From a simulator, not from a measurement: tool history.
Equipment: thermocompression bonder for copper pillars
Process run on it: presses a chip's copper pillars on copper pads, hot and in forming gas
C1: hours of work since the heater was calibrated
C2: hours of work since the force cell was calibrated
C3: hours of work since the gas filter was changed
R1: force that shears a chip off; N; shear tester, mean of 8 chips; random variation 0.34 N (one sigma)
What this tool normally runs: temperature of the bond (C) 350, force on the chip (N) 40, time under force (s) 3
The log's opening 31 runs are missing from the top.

Run 32, day 11.188: usual settings but temperature of the bond (C) 352, force on the chip (N) 26; C1 814; C2 199; C3 365. Result: R1 66.4 N.
Run 33, day 11.658: usual settings but temperature of the bond (C) 368; C1 819; C2 204; C3 370. Result: R1 96.8 N.
Run 34, day 12.042: usual settings but temperature of the bond (C) 340, time under force (s) 2; C1 822; C2 208; C3 374. Result: R1 74.8 N.
Run 35, day 12.496: usual settings but temperature of the bond (C) 364, force on the chip (N) 33, time under force (s) 2; C1 827; C2 213; C3 379. Result: R1 74.5 N.
At day 12.758: forming gas filter changed.
Run 36, day 12.904: usual settings but temperature of the bond (C) 333, force on the chip (N) 33, time under force (s) 2; C1 831; C2 217; C3 2. Result: R1 61.4 N.
Run 37, day 13.208: usual settings but temperature of the bond (C) 333, force on the chip (N) 33, time under force (s) 2; C1 834; C2 220; C3 5. Result: R1 61.1 N.
At day 13.246: gauge calibrated.
Run 38, day 13.608: usual settings but temperature of the bond (C) 370, force on the chip (N) 24, time under force (s) 2; C1 838; C2 224; C3 9. Result: R1 62.5 N.
Run 39, day 13.833: usual settings but force on the chip (N) 59, time under force (s) 7; C1 841; C2 226; C3 11. Result: R1 124.8 N.
Run 40, day 14.096: usual settings but force on the chip (N) 59, time under force (s) 7; C1 843; C2 229; C3 14. Result: R1 125.4 N.
Run 41, day 14.608: usual settings but temperature of the bond (C) 354, time under force (s) 6; C1 849; C2 234; C3 19. Result: R1 108.1 N.

Here are 3 independent what-if runs from the current tool condition. What would each one return?
Run A, day 15.038: usual settings but time under force (s) 4; C1 853; C2 238; C3 23. Result: R1 ?.
Run B, day 15.038: usual settings but temperature of the bond (C) 362, force on the chip (N) 54, time under force (s) 2; C1 853; C2 238; C3 23. Result: R1 ?.
Run C, day 15.038: usual settings but temperature of the bond (C) 364, force on the chip (N) 53, time under force (s) 2; C1 853; C2 238; C3 23. Result: R1 ?.

run     R1
  A   98.3
  B  103.6
  C  103.6
Had the tool no hidden state, the same runs would have come out as:
run     R1
  A   98.7
  B    104
  C  104.1
